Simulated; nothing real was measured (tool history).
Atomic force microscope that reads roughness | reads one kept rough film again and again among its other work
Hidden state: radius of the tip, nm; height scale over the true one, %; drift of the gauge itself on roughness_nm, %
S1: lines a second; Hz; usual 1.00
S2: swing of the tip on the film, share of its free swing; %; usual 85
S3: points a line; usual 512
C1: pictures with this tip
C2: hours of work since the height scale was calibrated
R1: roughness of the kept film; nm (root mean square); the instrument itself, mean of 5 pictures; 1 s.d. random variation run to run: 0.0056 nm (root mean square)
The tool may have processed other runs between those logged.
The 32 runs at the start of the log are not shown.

run,hour,S1,S2,S3,C1,C2,R1
33,475.1,0.61,63,516,346,837,1.089
# hour 483.8: new tip fitted
34,496.8,3.27,70,516,25,853,0.932
35,506.3,3.27,76,516,43,860,0.869
36,515.7,1.00,85,624,62,868,0.985
37,524.9,1.00,85,624,79,875,0.993
38,542.5,1.95,85,289,113,888,0.870
39,553.4,1.95,85,289,135,897,0.869
40,570.4,1.95,85,289,167,910,0.870
41,589.6,1.95,85,289,204,925,0.863

Forecast each of these 5 alternatives for the next run:
A,601.8,1.00,85,572,228,934,?
B,601.8,1.95,85,389,228,934,?
C,601.8,1.66,85,339,228,934,?
D,601.8,0.53,85,525,228,934,?
E,601.8,1.47,59,612,228,934,?

run,R1
A,0.989
B,0.886
C,0.899
D,1.040
E,1.067
Take away the tool's hidden state, keep each run's random variation, and the runs would have read:
run,R1
A,0.991
B,0.888
C,0.901
D,1.042
E,1.069
